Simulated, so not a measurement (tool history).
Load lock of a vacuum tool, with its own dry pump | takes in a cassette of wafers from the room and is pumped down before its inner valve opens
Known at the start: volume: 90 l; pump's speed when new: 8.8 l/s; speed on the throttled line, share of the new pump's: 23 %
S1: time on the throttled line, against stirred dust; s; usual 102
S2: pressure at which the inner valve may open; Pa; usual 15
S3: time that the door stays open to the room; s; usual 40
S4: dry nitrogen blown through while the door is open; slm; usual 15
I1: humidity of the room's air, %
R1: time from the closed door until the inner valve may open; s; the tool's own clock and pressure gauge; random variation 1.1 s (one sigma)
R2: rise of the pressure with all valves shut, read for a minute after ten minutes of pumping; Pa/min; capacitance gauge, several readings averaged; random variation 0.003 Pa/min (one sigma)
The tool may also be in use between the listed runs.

Run 1, hour 0: usual settings; I1 47.1. Result: R1 191.9 s, R2 0.244 Pa/min.
Run 2, hour 439.7: usual settings; I1 41.2. Result: R1 192.7 s, R2 0.254 Pa/min.
At hour 550: dry pump taken out, an overhauled one fitted.
Run 3, hour 796.7: usual settings; I1 40.9. Result: R1 170.9 s, R2 0.269 Pa/min.
Run 4, hour 1237.7: usual settings; I1 39.2. Result: R1 170.8 s, R2 0.28 Pa/min.
At hour 1424.1: door's seal changed, seat wiped.
Run 5, hour 1636.2: usual settings; I1 44.7. Result: R1 170.1 s, R2 0.027 Pa/min.
Run 6, hour 2069: usual settings but S4 23 slm; I1 44.5. Result: R1 169.2 s, R2 0.025 Pa/min.
Run 7, hour 2486.7: usual settings but S1 54 s; I1 45.3. Result: R1 135 s, R2 0.038 Pa/min.
Run 8, hour 2909.6: usual settings but S1 54 s; I1 44.5. Result: R1 136.6 s, R2 0.034 Pa/min.
Run 9, hour 3120.9: usual settings but S1 54 s; I1 41.8. Result: R1 136.8 s, R2 0.04 Pa/min.
Run 10, hour 3570.1: usual settings but S1 202 s, S2 12 Pa, S3 85 s, S4 20 slm; I1 46.3. Result: R1 252.4 s, R2 0.061 Pa/min.
Run 11, hour 3847.1: usual settings but S1 134 s, S2 13 Pa, S3 85 s, S4 20 slm; I1 43.8. Result: R1 198.9 s, R2 0.053 Pa/min.
Run 12, hour 4253: usual settings but S1 134 s, S2 13 Pa, S3 85 s, S4 20 slm; I1 48.1. Result: R1 200.6 s, R2 0.065 Pa/min.
Run 13, hour 4641.8: usual settings but S1 76 s, S2 19 Pa, S3 161 s, S4 40 slm; I1 41.5. Result: R1 153.5 s, R2 0.074 Pa/min.
Run 14, hour 4939.6: usual settings but S1 62 s, S2 18 Pa, S3 33 s, S4 40 slm; I1 44.5. Result: R1 144.1 s, R2 0.04 Pa/min.
Run 15, hour 5350.1: usual settings but S1 118 s, S2 12 Pa, S3 41 s, S4 34 slm; I1 43.9. Result: R1 190.4 s, R2 0.048 Pa/min.

Run 16 comes next. What will it give?
Run 16, hour 5559.3: usual settings but S1 118 s, S2 22 Pa, S3 90 s, S4 34 slm; I1 45.7. Result: R1 ?, R2 ?.

{"run 16": {"R1": 184.4, "R2": 0.069}}
Without the tool's hidden state the same run would have given R1 176.8 s, R2 0.038 Pa/min.
